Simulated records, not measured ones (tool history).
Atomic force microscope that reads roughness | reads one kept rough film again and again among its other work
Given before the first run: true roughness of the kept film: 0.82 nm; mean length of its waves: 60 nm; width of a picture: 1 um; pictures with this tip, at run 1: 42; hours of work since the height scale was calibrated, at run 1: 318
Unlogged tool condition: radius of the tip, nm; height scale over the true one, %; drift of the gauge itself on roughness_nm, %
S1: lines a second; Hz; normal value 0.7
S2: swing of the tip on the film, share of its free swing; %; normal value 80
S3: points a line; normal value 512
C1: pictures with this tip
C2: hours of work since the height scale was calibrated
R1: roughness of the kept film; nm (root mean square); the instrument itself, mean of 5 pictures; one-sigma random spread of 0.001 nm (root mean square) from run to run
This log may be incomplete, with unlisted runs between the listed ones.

run,hour,S1,S2,S3,C1,C2,R1
1,0,0.7,80,512,42,318,0.754
# hour 25.8: new tip fitted
2,39.6,0.7,80,512,13,335,0.759
3,68.5,0.7,80,512,41,348,0.756
# hour 95.2: new tip fitted
4,106.4,0.7,80,512,11,365,0.761
5,143.8,0.7,80,512,47,381,0.756
# hour 163.2: new tip fitted
6,171.9,0.7,80,512,8,394,0.76
7,211.9,0.7,80,512,46,412,0.755
# hour 230.3: new tip fitted
8,260.7,0.7,80,512,29,433,0.757
# hour 297.6: new tip fitted
9,309,1.233,80,512,11,454,0.721
10,356.4,1.233,80,512,56,476,0.72
# hour 366.5: new tip fitted
11,381.7,1.233,80,512,15,487,0.722
12,425,1.233,80,410,56,506,0.719
# hour 434.1: new tip fitted
13,455.7,1.233,80,684,20,519,0.723
# hour 503: new tip fitted
14,503,1.233,56,616,0,540,0.789
15,545.9,0.744,80,638,42,559,0.753
# hour 571.3: new tip fitted
16,578.8,1.07,80,638,8,574,0.733
17,614.7,1.07,80,638,42,590,0.731
# hour 639.2: new tip fitted
18,668.4,3.338,58,652,28,614,0.74
19,701.6,3.338,58,652,60,628,0.74
# hour 707.8: new tip fitted
20,726.9,2.739,84,570,18,640,0.607
# hour 778.2: new tip fitted
21,779.4,0.754,75,617,1,663,0.767
22,812.1,0.754,69,405,32,677,0.775
# hour 846: new tip fitted
23,846,0.754,72,583,0,692,0.772
24,882.1,0.754,72,583,35,708,0.772
# hour 913.9: new tip fitted
25,934.1,0.586,80,512,19,731,0.763

4 options for the next run, each taken on its own from the tool as it stands now. Forecast them:
# hour 981.9: new tip fitted
A,984.9,0.577,59,552,3,754,?
# hour 981.9: new tip fitted
B,984.9,0.586,68,895,3,754,?
# hour 981.9: new tip fitted
C,984.9,2.292,63,423,3,754,?
# hour 981.9: new tip fitted
D,984.9,1.054,68,503,3,754,?

run,R1
A,0.798
B,0.788
C,0.748
D,0.768
Stripped of hidden state, with their random variation kept, the same runs would have yielded:
run,R1
A,0.803
B,0.792
C,0.752
D,0.773
